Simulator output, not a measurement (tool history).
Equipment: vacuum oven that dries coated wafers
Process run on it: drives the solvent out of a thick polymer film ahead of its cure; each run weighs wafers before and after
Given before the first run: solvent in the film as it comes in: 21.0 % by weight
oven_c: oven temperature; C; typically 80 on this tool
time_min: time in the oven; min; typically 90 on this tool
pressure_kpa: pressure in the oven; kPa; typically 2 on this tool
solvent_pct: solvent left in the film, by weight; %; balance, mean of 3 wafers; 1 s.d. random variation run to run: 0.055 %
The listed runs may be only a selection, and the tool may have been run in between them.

run 1 hour=0 | oven_c=80 time_min=90 pressure_kpa=2 | solvent_pct=2.63
run 2 hour=82.6 | oven_c=80 time_min=88 pressure_kpa=2 | solvent_pct=2.82
run 3 hour=135.1 | oven_c=80 time_min=88 pressure_kpa=2 | solvent_pct=2.82
run 4 hour=214.8 | oven_c=80 time_min=88 pressure_kpa=2 | solvent_pct=2.88
-- hour=260.2 oven's thermocouples calibrated
run 5 hour=278.2 | oven_c=80 time_min=90 pressure_kpa=2 | solvent_pct=3.08
run 6 hour=348 | oven_c=80 time_min=90 pressure_kpa=2 | solvent_pct=3.14
run 7 hour=456.9 | oven_c=80 time_min=90 pressure_kpa=2 | solvent_pct=3.14
run 8 hour=516.5 | oven_c=80 time_min=90 pressure_kpa=2 | solvent_pct=3.23
run 9 hour=581.1 | oven_c=80 time_min=90 pressure_kpa=2 | solvent_pct=3.31
-- hour=614.7 oven's thermocouples calibrated, once more
run 10 hour=659.5 | oven_c=85 time_min=60 pressure_kpa=3.59 | solvent_pct=3.09
run 11 hour=718.7 | oven_c=80 time_min=90 pressure_kpa=1.82 | solvent_pct=2.21
run 12 hour=776.8 | oven_c=80 time_min=157 pressure_kpa=2.94 | solvent_pct=1.41
run 13 hour=832.7 | oven_c=77 time_min=61 pressure_kpa=1.35 | solvent_pct=4.87
run 14 hour=932.7 | oven_c=77 time_min=61 pressure_kpa=3.05 | solvent_pct=5.4
run 15 hour=1004.6 | oven_c=77 time_min=61 pressure_kpa=3.05 | solvent_pct=5.34

Run 16 is up next; what results do you expect?
run 16 hour=1069.4 | oven_c=67 time_min=90 pressure_kpa=2.05 | solvent_pct=?

Run 16 yielded solvent_pct 6.29 %.
Were there no unlogged condition in the tool, this run, its random variation unchanged, would have produced solvent_pct 6.11 %.
